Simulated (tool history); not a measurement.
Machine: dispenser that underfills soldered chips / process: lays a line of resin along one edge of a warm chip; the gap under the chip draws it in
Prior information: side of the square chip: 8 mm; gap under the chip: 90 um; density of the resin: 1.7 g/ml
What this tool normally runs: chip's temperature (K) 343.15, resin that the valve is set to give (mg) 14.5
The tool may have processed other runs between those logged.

run	hour	chip's temperature (K)	resin that the valve is set to give (mg)	time until the resin shows at the far edge (s)	resin that the valve gave (mg)
1	0.0	343.15	14.5	46.5	13.38
# hour 5.4: new syringe of resin
2	8.7	343.15	14.5	39.9	13.34
# hour 18.6: new syringe of resin
3	19.4	343.15	17.5	33.9	15.95
4	27.4	343.15	17.5	49.2	15.81
# hour 31.6: new syringe of resin
5	36.3	343.15	17.5	41.5	15.69
6	42.9	353.15	14.5	35.2	13.05
# hour 44.3: new syringe of resin
7	51.9	353.15	16.9	28.7	14.89
# hour 57.5: new syringe of resin
8	63.4	353.15	14.9	26.5	13.03
# hour 70.9: new syringe of resin
9	73.3	353.15	14.9	23.3	12.90
10	79.0	341.15	18.7	52.8	16.23
# hour 81.0: dispensing valve cleaned and set on the balance
# hour 85.2: new syringe of resin
11	86.8	335.15	18.8	51.9	18.68
12	92.3	358.15	16.0	21.8	15.80
13	97.3	328.15	13.2	134.5	12.98
# hour 98.3: new syringe of resin
14	105.3	347.15	15.7	37.6	15.48
# hour 111.7: new syringe of resin
15	115.4	352.15	13.7	27.0	13.34
# hour 125.1: new syringe of resin
16	128.1	347.15	15.1	30.8	14.49
# hour 138.0: new syringe of resin
17	138.0	339.15	16.2	40.0	15.45
18	144.6	355.15	13.2	26.3	12.44

Forecast each of these 4 alternatives for the next run:
A	150.1	358.15	17.0	?	?
B	150.1	343.15	15.1	?	?
C	150.1	355.15	13.5	?	?
D	150.1	351.15	16.3	?	?

run	time until the resin shows at the far edge (s)	resin that the valve gave (mg)
A	28.1	15.97
B	59.8	14.23
C	34.6	12.75
D	39.7	15.42
Without the tool's hidden state the same runs would have given:
run	time until the resin shows at the far edge (s)	resin that the valve gave (mg)
A	12.7	16.90
B	27.0	15.05
C	15.8	13.49
D	18.5	16.31
